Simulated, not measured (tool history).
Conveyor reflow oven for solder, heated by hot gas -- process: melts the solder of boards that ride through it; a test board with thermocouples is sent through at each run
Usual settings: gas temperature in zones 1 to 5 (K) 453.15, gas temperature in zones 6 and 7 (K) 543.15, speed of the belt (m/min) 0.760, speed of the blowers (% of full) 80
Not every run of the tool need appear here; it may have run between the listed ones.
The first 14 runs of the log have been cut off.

run     day  gas temperature in zones 1 to 5 (K)  gas temperature in zones 6 and 7 (K)  speed of the belt (m/min)  speed of the blowers (% of full)  hours of work since the flux was cleaned out  hours of work since the belt drive was overhauled  hours of work since the thermocouples were changed  highest temperature of the board (K)  time above the solder's melting point (s)
 15   9.725                               453.15                                543.15                      0.760                                80                                            28                                                193                                                 156                                531.45                                       53.4
 16  10.542                               453.15                                543.15                      0.760                                80                                            39                                                205                                                 168                                530.85                                       52.8
 17  11.017                               447.15                                543.15                      0.760                                78                                            45                                                211                                                 174                                529.25                                       51.0
 18  11.588                               451.15                                543.15                      0.760                                73                                            53                                                219                                                 182                                530.25                                       51.4
 19  12.054                               451.15                                543.15                      0.760                                73                                            60                                                226                                                 189                                529.15                                       50.8
 20  12.588                               453.15                                537.15                      0.760                                60                                            67                                                233                                                 196                                521.35                                       47.8
 21  13.129                               453.15                                543.15                      0.760                                56                                            74                                                240                                                 203                                526.85                                       50.0
 22  13.679                               453.15                                543.15                      0.760                                56                                            82                                                248                                                 211                                526.35                                       49.9
 23  14.529                               453.15                                546.15                      0.760                                61                                            94                                                260                                                 223                                529.95                                       52.5
 24  15.042                               439.15                                543.15                      0.760                                80                                           101                                                267                                                 230                                528.85                                       47.7
 25  15.883                               453.15                                543.15                      0.760                                54                                           112                                                278                                                 241                                524.55                                       48.8
 26  16.592                               453.15                                543.15                      0.760                                54                                           122                                                288                                                 251                                525.25                                       50.2
 27  17.583                               451.15                                543.15                      0.760                                62                                           136                                                302                                                 265                                526.95                                       49.8
 28  18.196                               465.15                                554.15                      0.785                                85                                           144                                                310                                                 273                                541.65                                       58.4
 29  18.625                               465.15                                557.15                      0.686                                85                                           150                                                316                                                 279                                546.15                                       68.8
 30  19.333                               450.15                                543.15                      0.760                                80                                           160                                                326                                                 289                                529.25                                       51.0
 31  19.796                               453.15                                543.15                      0.760                                80                                           166                                                332                                                 295                                528.85                                       53.1
 32  20.238                               453.15                                543.15                      0.760                                80                                           172                                                338                                                 301                                529.75                                       52.9

Below are 3 alternative next runs, each starting from the tool's condition after run 32. Predict each:
  A  21.088                               450.15                                543.15                      0.758                                80                                           184                                                350                                                 313                                     ?                                          ?
  B  21.088                               459.15                                543.15                      0.779                                80                                           184                                                350                                                 313                                     ?                                          ?
  C  21.088                               457.15                                543.15                      0.692                                80                                           184                                                350                                                 313                                     ?                                          ?

run  highest temperature of the board (K)  time above the solder's melting point (s)
  A                                528.85                                       50.6
  B                                529.95                                       53.3
  C                                532.35                                       59.9
Take away the tool's hidden state, keep each run's random variation, and the runs would have read:
run  highest temperature of the board (K)  time above the solder's melting point (s)
  A                                531.65                                       51.9
  B                                532.55                                       54.4
  C                                534.85                                       60.8
